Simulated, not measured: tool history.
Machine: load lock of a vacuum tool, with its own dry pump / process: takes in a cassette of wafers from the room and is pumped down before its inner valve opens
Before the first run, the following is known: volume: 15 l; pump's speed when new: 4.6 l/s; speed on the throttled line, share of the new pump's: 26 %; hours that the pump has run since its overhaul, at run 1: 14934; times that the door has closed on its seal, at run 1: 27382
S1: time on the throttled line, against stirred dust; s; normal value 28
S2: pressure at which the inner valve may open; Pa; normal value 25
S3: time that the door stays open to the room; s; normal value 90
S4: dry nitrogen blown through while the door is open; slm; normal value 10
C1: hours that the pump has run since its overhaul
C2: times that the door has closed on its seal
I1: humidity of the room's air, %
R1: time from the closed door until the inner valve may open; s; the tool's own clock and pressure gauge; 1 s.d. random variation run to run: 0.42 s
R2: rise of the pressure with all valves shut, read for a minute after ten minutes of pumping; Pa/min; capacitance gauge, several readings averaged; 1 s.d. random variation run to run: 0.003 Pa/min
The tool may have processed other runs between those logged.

Run 1, hour 0.0: usual settings; C1 14934; C2 27382; I1 44.0. Result: R1 52.1 s, R2 0.586 Pa/min.
Run 2, hour 344.3: usual settings but S4 7 slm; C1 15278; C2 28085; I1 46.9. Result: R1 52.0 s, R2 0.612 Pa/min.
Run 3, hour 641.6: usual settings but S4 7 slm; C1 15575; C2 28691; I1 45.8. Result: R1 51.7 s, R2 0.639 Pa/min.
Run 4, hour 883.4: usual settings but S4 7 slm; C1 15817; C2 29184; I1 46.0. Result: R1 52.9 s, R2 0.659 Pa/min.
Run 5, hour 1157.6: usual settings but S4 7 slm; C1 16091; C2 29744; I1 41.8. Result: R1 52.5 s, R2 0.666 Pa/min.
Run 6, hour 1460.1: usual settings but S2 20 Pa; C1 16394; C2 30361; I1 48.5. Result: R1 52.7 s, R2 0.689 Pa/min.
At hour 1481.1: door's seal changed, seat wiped.
Run 7, hour 1630.3: usual settings; C1 16563; C2 304; I1 47.7. Result: R1 53.1 s, R2 0.061 Pa/min.
Run 8, hour 1920.0: usual settings but S2 40 Pa; C1 16852; C2 895; I1 48.7. Result: R1 50.8 s, R2 0.065 Pa/min.
Run 9, hour 2149.9: usual settings; C1 17082; C2 1364; I1 45.4. Result: R1 53.1 s, R2 0.059 Pa/min.
Run 10, hour 2439.2: usual settings; C1 17371; C2 1954; I1 45.6. Result: R1 53.1 s, R2 0.072 Pa/min.
Run 11, hour 2754.6: usual settings; C1 17687; C2 2597; I1 43.9. Result: R1 52.1 s, R2 0.074 Pa/min.
Run 12, hour 3093.1: usual settings but S2 31 Pa; C1 18025; C2 3288; I1 42.2. Result: R1 52.3 s, R2 0.084 Pa/min.
Run 13, hour 3372.3: usual settings but S2 31 Pa; C1 18305; C2 3858; I1 45.1. Result: R1 52.6 s, R2 0.085 Pa/min.
Run 14, hour 3676.7: usual settings but S2 31 Pa, S3 214 s; C1 18609; C2 4478; I1 41.5. Result: R1 52.7 s, R2 0.106 Pa/min.
Run 15, hour 4039.6: usual settings but S2 31 Pa, S3 214 s; C1 18972; C2 5219; I1 42.9. Result: R1 52.6 s, R2 0.114 Pa/min.
Run 16, hour 4292.2: usual settings but S2 31 Pa, S3 214 s; C1 19225; C2 5734; I1 42.2. Result: R1 54.1 s, R2 0.119 Pa/min.
Run 17, hour 4618.1: usual settings but S1 17 s; C1 19550; C2 6399; I1 43.8. Result: R1 47.0 s, R2 0.110 Pa/min.
Run 18, hour 4980.6: usual settings but S1 17 s; C1 19913; C2 7138; I1 43.7. Result: R1 46.6 s, R2 0.124 Pa/min.
At hour 5109.0: dry pump taken out, an overhauled one fitted.
Run 19, hour 5232.9: usual settings; C1 124; C2 7641; I1 44.5. Result: R1 47.1 s, R2 0.129 Pa/min.
Run 20, hour 5584.7: usual settings; C1 476; C2 8359; I1 43.4. Result: R1 48.1 s, R2 0.143 Pa/min.
Run 21, hour 5892.1: usual settings; C1 783; C2 8986; I1 43.0. Result: R1 47.9 s, R2 0.157 Pa/min.
Run 22, hour 6059.0: usual settings but S1 31 s, S2 33 Pa; C1 950; C2 9326; I1 47.7. Result: R1 49.4 s, R2 0.162 Pa/min.
Run 23, hour 6335.0: usual settings but S1 31 s, S2 26 Pa; C1 1226; C2 9889; I1 48.1. Result: R1 50.5 s, R2 0.165 Pa/min.
Run 24, hour 6579.3: usual settings but S1 31 s, S2 26 Pa, S3 42 s; C1 1470; C2 10387; I1 47.1. Result: R1 51.0 s, R2 0.165 Pa/min.
Run 25, hour 6920.3: usual settings but S2 23 Pa, S3 104 s; C1 1811; C2 11083; I1 46.5. Result: R1 48.6 s, R2 0.190 Pa/min.
Run 26, hour 7094.9: usual settings but S1 40 s, S2 23 Pa, S3 104 s, S4 44 slm; C1 1986; C2 11439; I1 46.0. Result: R1 57.4 s, R2 0.177 Pa/min.
Run 27, hour 7283.2: usual settings but S1 53 s, S2 23 Pa, S3 56 s; C1 2174; C2 11823; I1 42.1. Result: R1 68.5 s, R2 0.189 Pa/min.
Run 28, hour 7555.9: usual settings but S1 42 s, S3 57 s; C1 2447; C2 12380; I1 41.7. Result: R1 58.7 s, R2 0.194 Pa/min.
Run 29, hour 7812.6: usual settings but S1 19 s, S3 36 s, S4 17 slm; C1 2704; C2 12903; I1 44.9. Result: R1 41.9 s, R2 0.200 Pa/min.
Run 30, hour 8172.2: usual settings but S1 19 s, S3 36 s, S4 17 slm; C1 3063; C2 13637; I1 41.3. Result: R1 41.9 s, R2 0.221 Pa/min.
Run 31, hour 8367.0: usual settings but S2 46 Pa, S3 205 s; C1 3258; C2 14034; I1 45.2. Result: R1 47.1 s, R2 0.261 Pa/min.
Run 32, hour 8688.1: usual settings but S2 46 Pa, S3 205 s; C1 3579; C2 14689; I1 48.0. Result: R1 46.9 s, R2 0.271 Pa/min.
Run 33, hour 8936.0: usual settings but S1 45 s, S2 34 Pa, S3 31 s; C1 3827; C2 15195; I1 41.8. Result: R1 59.7 s, R2 0.259 Pa/min.
Run 34, hour 9167.3: usual settings but S1 45 s, S2 34 Pa, S3 31 s; C1 4058; C2 15667; I1 43.9. Result: R1 59.6 s, R2 0.258 Pa/min.
Run 35, hour 9450.6: usual settings but S1 45 s, S2 34 Pa, S3 31 s; C1 4342; C2 16245; I1 45.6. Result: R1 59.8 s, R2 0.272 Pa/min.
Run 36, hour 9664.0: usual settings but S1 45 s, S2 34 Pa, S3 71 s; C1 4555; C2 16680; I1 43.0. Result: R1 60.9 s, R2 0.298 Pa/min.
Run 37, hour 9815.8: usual settings but S1 45 s, S2 33 Pa, S3 71 s, S4 43 slm; C1 4707; C2 16990; I1 39.2. Result: R1 60.1 s, R2 0.284 Pa/min.
Run 38, hour 10000.2: usual settings but S1 45 s, S2 33 Pa, S3 45 s, S4 43 slm; C1 4891; C2 17366; I1 45.4. Result: R1 61.2 s, R2 0.293 Pa/min.

Below, some changes in R1 between adjacent runs. For each, the amount present without the hidden state too (settings, incoming material, random variation) and the amount remaining for the hidden state with gauge scatter not shared by both compared results:
Hidden state at play: pump's speed, % of a new pump's; leak at the door's seal, Pa l/s; drift of the gauge itself on ready_s, %; drift of the gauge itself on rise_pa_min, %.
Run 8 -> 9: S2 40 -> 25. R1 +2.3 s: hidden state +0.5, all else +1.8.
Run 16 -> 17: S1 28 -> 17, S2 31 -> 25, S3 214 -> 90. R1 -7.1 s: hidden state +1.1, all else -8.2.
Run 18 -> 19: S1 17 -> 28, dry pump taken out, an overhauled one fitted. R1 +0.5 s: hidden state -6.9, all else +7.4.
Run 26 -> 27: S1 40 -> 53, S3 104 -> 56, S4 44 -> 10. R1 +11.1 s: hidden state -0.1, all else +11.2.
Run 28 -> 29: S1 42 -> 19, S3 57 -> 36, S4 10 -> 17. R1 -16.8 s: hidden state +0.3, all else -17.1.
Run 32 -> 33: S1 28 -> 45, S2 46 -> 34, S3 205 -> 31. R1 +12.8 s: hidden state -0.1, all else +12.9.
